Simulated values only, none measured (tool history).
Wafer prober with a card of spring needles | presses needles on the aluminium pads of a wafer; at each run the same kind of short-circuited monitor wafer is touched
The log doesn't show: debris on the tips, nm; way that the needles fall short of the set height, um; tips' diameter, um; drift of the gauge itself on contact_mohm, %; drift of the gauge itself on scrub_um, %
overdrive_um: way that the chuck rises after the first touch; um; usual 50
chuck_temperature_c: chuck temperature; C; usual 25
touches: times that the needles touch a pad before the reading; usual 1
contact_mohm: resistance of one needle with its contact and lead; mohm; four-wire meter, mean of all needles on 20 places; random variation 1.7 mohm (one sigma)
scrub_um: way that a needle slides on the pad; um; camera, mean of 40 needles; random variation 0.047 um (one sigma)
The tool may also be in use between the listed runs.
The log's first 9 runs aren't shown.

run     day  overdrive_um  chuck_temperature_c  touches  touches since the tips were cleaned  cleanings since the card got new needles  touches since the first contact's height was set  contact_mohm  scrub_um
      7.608  -- tips cleaned on abrasive film
 10   8.138            50                   25        1                                 3392                                        51                                             64520           323      8.28
      8.521  -- tips cleaned on abrasive film
 11   9.392            50                   25        1                                 5611                                        52                                             72575           351      8.15
      9.492  -- tips cleaned on abrasive film
     10.442  -- tips cleaned on abrasive film
 12  10.612            50                   25        1                                 1098                                        54                                             80355           256      8.13
     11.383  -- tips cleaned on abrasive film
 13  11.617            58                   25        1                                 1509                                        55                                             86793           249      9.46
 14  12.250            58                   25        1                                 5582                                        55                                             90866           305      9.31
     12.325  -- tips cleaned on abrasive film
 15  12.942            54                   25        1                                 3966                                        56                                             95289           312      8.67
     13.288  -- tips cleaned on abrasive film
 16  13.942            54                   25        1                                 4199                                        57                                            101683           310      8.73
     14.229  -- tips cleaned on abrasive film
 17  14.783            54                   25        1                                 3584                                        58                                            107084           316      8.73
     15.183  -- tips cleaned on abrasive film
 18  15.683            40                   64        2                                 3216                                        59                                            112835           323      6.41
     16.129  -- tips cleaned on abrasive film
 19  16.629            40                   64        2                                 3209                                        60                                            118892           331      6.35
     16.708  -- height of the first contact set anew
     17.050  -- tips cleaned on abrasive film
 20  17.675            33                   81        1                                 4027                                        61                                              6197           599      4.98
     18.054  -- tips cleaned on abrasive film
 21  18.562            33                   81        1                                 3273                                        62                                             11882           582      4.99
     18.975  -- tips cleaned on abrasive film
 22  19.321            50                   34        1                                 2221                                        63                                             16718           316      7.76
 23  19.862            35                   43        1                                 5703                                        63                                             20200           604      5.33
     19.954  -- tips cleaned on abrasive film
 24  20.504            67                   34        2                                 3542                                        64                                             24307           222     10.56
     20.912  -- tips cleaned on abrasive film
 25  21.500            67                   25        2                                 3804                                        65                                             30699           225     10.59
     21.858  -- tips cleaned on abrasive film
 26  22.025            45                  112        2                                 1080                                        66                                             34031           269      6.87
     22.846  -- tips cleaned on abrasive film
 27  23.179            45                  112        2                                 2158                                        67                                             41437           295      6.84
     23.783  -- tips cleaned on abrasive film
     23.912  -- height of the first contact set anew, once more
 28  24.433            45                  112        2                                 4076                                        68                                              3331           306      7.49
     24.775  -- tips cleaned on abrasive film
 29  25.142            45                  112        2                                 2358                                        69                                              7872           282      7.37
     25.750  -- tips cleaned on abrasive film
 30  26.358            42                   60        2                                 3905                                        70                                             15663           317      7.01
     26.654  -- tips cleaned on abrasive film
     27.638  -- tips cleaned on abrasive film
 31  27.638            42                   60        2                                    2                                        72                                             23846           208      6.98
     28.575  -- tips cleaned on abrasive film
 32  28.775            42                   60        2                                 1296                                        73                                             31139           251      6.89
     29.579  -- tips cleaned on abrasive film
 33  29.700            42                   60        2                                  774                                        74                                             37036           250      6.96
     30.504  -- tips cleaned on abrasive film
 34  30.788            70                  109        1                                 1814                                        75                                             44012           242     11.51

3 ways to go on from here, each from the tool as it stands after run 34. What would each give?
  A  31.308            44                   27        2                                 5155                                        75                                             47353             ?         ?
  B  31.308            50                   25        3                                 5155                                        75                                             47353             ?         ?
  C  31.308            50                   36        1                                 5155                                        75                                             47353             ?         ?

run  contact_mohm  scrub_um
  A           316      7.23
  B           244      8.05
  C           364      8.15
Without the tool's hidden state the same runs would have given:
run  contact_mohm  scrub_um
  A           171      7.35
  B           172      8.17
  C           175      8.27
